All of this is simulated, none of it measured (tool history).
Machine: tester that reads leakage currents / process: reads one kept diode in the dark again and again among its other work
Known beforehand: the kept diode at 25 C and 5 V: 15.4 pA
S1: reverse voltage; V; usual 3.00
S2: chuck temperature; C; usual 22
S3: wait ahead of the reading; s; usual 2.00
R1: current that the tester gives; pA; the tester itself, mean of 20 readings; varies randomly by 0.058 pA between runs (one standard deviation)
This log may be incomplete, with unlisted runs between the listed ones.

run,day,S1,S2,S3,R1
1,0.000,3.00,22,2.00,9.85
# day 0.862: chuck's temperature calibrated
2,5.608,3.00,22,2.00,9.97
3,9.042,3.00,22,2.00,9.77
4,16.208,3.00,22,2.00,9.91
5,21.729,1.15,22,2.00,5.89
6,30.046,3.00,22,2.00,9.91
7,35.338,3.00,22,2.00,9.80
8,39.512,3.00,22,2.00,9.95
9,44.367,3.00,22,2.00,9.90
10,51.717,3.00,22,2.00,9.88
11,56.433,16.70,23,1.71,27.91
12,63.925,3.56,22,2.00,10.84
13,70.733,2.72,22,2.00,9.40
14,75.025,4.17,22,1.07,12.29
15,80.162,2.58,40,8.58,32.05
16,85.333,3.00,20,2.00,8.52
17,88.883,3.00,31,6.76,18.62
18,96.808,3.00,31,6.76,18.52
19,102.196,3.67,49,7.57,70.15
20,106.679,8.42,27,2.00,24.60

What if the next run were any one of these 3? Each begins from the tool's condition after run 20:
A,115.025,8.85,22,2.00,?
B,115.025,8.42,46,1.81,?
C,115.025,3.00,24,2.00,?

run,R1
A,17.92
B,89.61
C,11.40
With the hidden condition removed and each run's random variation left untouched, the same runs would have given:
run,R1
A,17.88
B,89.54
C,11.38

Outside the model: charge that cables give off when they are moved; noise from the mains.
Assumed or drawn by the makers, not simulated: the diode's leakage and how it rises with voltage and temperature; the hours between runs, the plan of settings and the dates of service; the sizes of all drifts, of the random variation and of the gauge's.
